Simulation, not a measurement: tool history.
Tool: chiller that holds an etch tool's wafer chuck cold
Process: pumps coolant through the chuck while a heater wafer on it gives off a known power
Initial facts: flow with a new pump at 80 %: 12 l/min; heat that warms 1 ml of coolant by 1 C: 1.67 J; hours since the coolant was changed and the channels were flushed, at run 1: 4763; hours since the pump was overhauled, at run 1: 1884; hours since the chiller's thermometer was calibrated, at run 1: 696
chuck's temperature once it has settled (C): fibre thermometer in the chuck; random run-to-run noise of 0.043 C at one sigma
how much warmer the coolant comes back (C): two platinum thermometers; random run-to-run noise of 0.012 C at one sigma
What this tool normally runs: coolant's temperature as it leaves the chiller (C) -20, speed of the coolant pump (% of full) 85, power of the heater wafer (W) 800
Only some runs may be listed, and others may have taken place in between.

run,day,coolant's temperature as it leaves the chiller (C),speed of the coolant pump (% of full),power of the heater wafer (W),hours since the coolant was changed and the channels were flushed,hours since the pump was overhauled,hours since the chiller's thermometer was calibrated,chuck's temperature once it has settled (C),how much warmer the coolant comes back (C)
1,0.000,-20,85,800,4763,1884,696,-13.87,2.34
2,4.942,-20,81,800,4882,2003,814,-13.64,2.45
3,8.346,-20,81,800,4963,2085,896,-13.73,2.45
4,13.100,-20,81,765,5078,2199,1010,-13.93,2.35
# day 14.996: coolant changed, channels flushed
5,16.479,-20,81,765,36,2274,1085,-14.56,2.34
6,18.988,-20,81,1170,96,2334,1145,-11.61,3.62
7,23.767,-20,81,801,211,2449,1260,-14.32,2.47
8,29.229,-20,85,453,342,2580,1391,-16.93,1.34
9,34.192,-20,85,800,461,2699,1510,-14.41,2.36
10,36.746,-20,85,800,522,2760,1571,-14.49,2.36
11,41.233,-20,85,800,630,2868,1679,-14.45,2.37
12,46.425,-20,85,800,754,2993,1804,-14.37,2.36
13,51.042,-20,85,800,865,3103,1914,-14.38,2.37
14,55.408,-20,85,800,970,3208,2019,-14.41,2.38
15,58.583,-18,85,800,1046,3284,2096,-12.37,2.37
16,63.188,-20,85,835,1157,3395,2206,-14.12,2.48
17,67.508,-20,85,835,1260,3499,2310,-14.08,2.49
18,72.658,-20,85,835,1384,3622,2433,-14.01,2.51
19,77.579,-27,80,884,1502,3740,2551,-20.42,2.82
20,80.533,-17,94,800,1573,3811,2622,-11.77,2.16
21,83.642,-20,97,446,1647,3886,2697,-17.24,1.19
22,88.050,-20,97,446,1753,3992,2803,-17.18,1.19
23,90.788,-18,72,881,1819,4057,2868,-10.83,3.12
24,93.971,-11,98,1074,1895,4134,2945,-3.91,2.81
25,97.133,-20,85,1066,1971,4210,3021,-12.30,3.21
26,102.288,-20,85,1066,2095,4333,3144,-12.31,3.21
27,104.758,-20,85,1066,2154,4393,3204,-12.27,3.21
28,109.375,-20,78,743,2265,4503,3315,-14.32,2.47
29,113.708,-25,85,428,2369,4607,3419,-21.96,1.31
30,117.846,-28,72,831,2468,4707,3518,-21.24,2.98
31,122.167,-28,72,831,2572,4810,3621,-21.08,2.98
32,124.821,-28,72,831,2636,4874,3685,-21.27,2.99
33,129.375,-20,67,800,2745,4983,3794,-13.02,3.09

Entry by entry between the runs, the difference in hidden state between the last listed run before and the first listed run after:
From run 4 to run 5: coolant changed, channels flushed (day 14.996)
  heat passed by the chuck's channels, % of clean ones': 86.6 -> 99.6; flow at a given pump speed, % of a new pump's: 96.3 -> 96.2
  measured minus no-state result, chuck's temperature once it has settled (C): +0.69 -> +0.06; how much warmer the coolant comes back (C): +0.09 -> +0.09
